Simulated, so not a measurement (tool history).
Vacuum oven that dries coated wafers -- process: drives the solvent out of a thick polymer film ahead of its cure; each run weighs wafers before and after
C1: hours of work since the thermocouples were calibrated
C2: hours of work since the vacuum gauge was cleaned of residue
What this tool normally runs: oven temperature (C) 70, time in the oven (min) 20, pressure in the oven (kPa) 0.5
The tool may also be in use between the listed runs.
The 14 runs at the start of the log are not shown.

run 15 day=17.525 | oven_temperature_(C)=70 time_in_the_oven_(min)=20 pressure_in_the_oven_(kPa)=0.876 | C1=1471 C2=1158 | solvent_left_in_the_film_(%)=3.04
run 16 day=18.529 | oven_temperature_(C)=70 time_in_the_oven_(min)=20 pressure_in_the_oven_(kPa)=0.876 | C1=1489 C2=1176 | solvent_left_in_the_film_(%)=3.03
run 17 day=19.933 | oven_temperature_(C)=70 time_in_the_oven_(min)=20 pressure_in_the_oven_(kPa)=0.876 | C1=1513 C2=1200 | solvent_left_in_the_film_(%)=3.04
run 18 day=21.612 | oven_temperature_(C)=73 time_in_the_oven_(min)=17 pressure_in_the_oven_(kPa)=0.996 | C1=1542 C2=1229 | solvent_left_in_the_film_(%)=2.86
run 19 day=22.867 | oven_temperature_(C)=67 time_in_the_oven_(min)=17 pressure_in_the_oven_(kPa)=0.901 | C1=1564 C2=1251 | solvent_left_in_the_film_(%)=4.92
run 20 day=23.925 | oven_temperature_(C)=67 time_in_the_oven_(min)=17 pressure_in_the_oven_(kPa)=0.901 | C1=1582 C2=1269 | solvent_left_in_the_film_(%)=5.01
run 21 day=25.542 | oven_temperature_(C)=67 time_in_the_oven_(min)=17 pressure_in_the_oven_(kPa)=0.901 | C1=1610 C2=1297 | solvent_left_in_the_film_(%)=4.98
run 22 day=27.004 | oven_temperature_(C)=67 time_in_the_oven_(min)=17 pressure_in_the_oven_(kPa)=0.901 | C1=1635 C2=1322 | solvent_left_in_the_film_(%)=5.07
run 23 day=27.858 | oven_temperature_(C)=56 time_in_the_oven_(min)=35 pressure_in_the_oven_(kPa)=0.654 | C1=1650 C2=1337 | solvent_left_in_the_film_(%)=5.33
-- day=28.142 oven's thermocouples calibrated
run 24 day=29.025 | oven_temperature_(C)=70 time_in_the_oven_(min)=24 pressure_in_the_oven_(kPa)=1.379 | C1=15 C2=1355 | solvent_left_in_the_film_(%)=2.1
run 25 day=30.162 | oven_temperature_(C)=73 time_in_the_oven_(min)=20 pressure_in_the_oven_(kPa)=1.926 | C1=35 C2=1375 | solvent_left_in_the_film_(%)=2.1
run 26 day=31.029 | oven_temperature_(C)=57 time_in_the_oven_(min)=25 pressure_in_the_oven_(kPa)=0.419 | C1=50 C2=1390 | solvent_left_in_the_film_(%)=6.23
run 27 day=32.517 | oven_temperature_(C)=59 time_in_the_oven_(min)=11 pressure_in_the_oven_(kPa)=1.152 | C1=76 C2=1416 | solvent_left_in_the_film_(%)=9.72
run 28 day=33.675 | oven_temperature_(C)=59 time_in_the_oven_(min)=11 pressure_in_the_oven_(kPa)=1.152 | C1=95 C2=1436 | solvent_left_in_the_film_(%)=9.75
run 29 day=34.854 | oven_temperature_(C)=79 time_in_the_oven_(min)=17 pressure_in_the_oven_(kPa)=1.152 | C1=116 C2=1456 | solvent_left_in_the_film_(%)=1.2
run 30 day=36.35 | oven_temperature_(C)=67 time_in_the_oven_(min)=22 pressure_in_the_oven_(kPa)=0.499 | C1=142 C2=1482 | solvent_left_in_the_film_(%)=3.11
run 31 day=37.888 | oven_temperature_(C)=85 time_in_the_oven_(min)=20 pressure_in_the_oven_(kPa)=1.471 | C1=168 C2=1508 | solvent_left_in_the_film_(%)=0.33
run 32 day=39.338 | oven_temperature_(C)=84 time_in_the_oven_(min)=36 pressure_in_the_oven_(kPa)=0.5 | C1=193 C2=1533 | solvent_left_in_the_film_(%)=0.1
run 33 day=40.079 | oven_temperature_(C)=59 time_in_the_oven_(min)=20 pressure_in_the_oven_(kPa)=0.5 | C1=206 C2=1546 | solvent_left_in_the_film_(%)=6.71

Each row is a separate what-if for the run after 33, all from the same tool condition, not one after another. Results?
run A day=41.642 | oven_temperature_(C)=58 time_in_the_oven_(min)=23 pressure_in_the_oven_(kPa)=0.5 | C1=233 C2=1573 | solvent_left_in_the_film_(%)=?
run B day=41.642 | oven_temperature_(C)=59 time_in_the_oven_(min)=21 pressure_in_the_oven_(kPa)=0.5 | C1=233 C2=1573 | solvent_left_in_the_film_(%)=?
run C day=41.642 | oven_temperature_(C)=70 time_in_the_oven_(min)=28 pressure_in_the_oven_(kPa)=0.5 | C1=233 C2=1573 | solvent_left_in_the_film_(%)=?
run D day=41.642 | oven_temperature_(C)=59 time_in_the_oven_(min)=17 pressure_in_the_oven_(kPa)=0.656 | C1=233 C2=1573 | solvent_left_in_the_film_(%)=?
run E day=41.642 | oven_temperature_(C)=81 time_in_the_oven_(min)=11 pressure_in_the_oven_(kPa)=1.203 | C1=233 C2=1573 | solvent_left_in_the_film_(%)=?

run=A solvent_left_in_the_film_(%)=6.43
run=B solvent_left_in_the_film_(%)=6.35
run=C solvent_left_in_the_film_(%)=1.4
run=D solvent_left_in_the_film_(%)=7.61
run=E solvent_left_in_the_film_(%)=2.28
With the hidden condition removed and each run's random variation left untouched, the same runs would have given:
run=A solvent_left_in_the_film_(%)=6.04
run=B solvent_left_in_the_film_(%)=5.98
run=C solvent_left_in_the_film_(%)=1.19
run=D solvent_left_in_the_film_(%)=7.25
run=E solvent_left_in_the_film_(%)=2.05
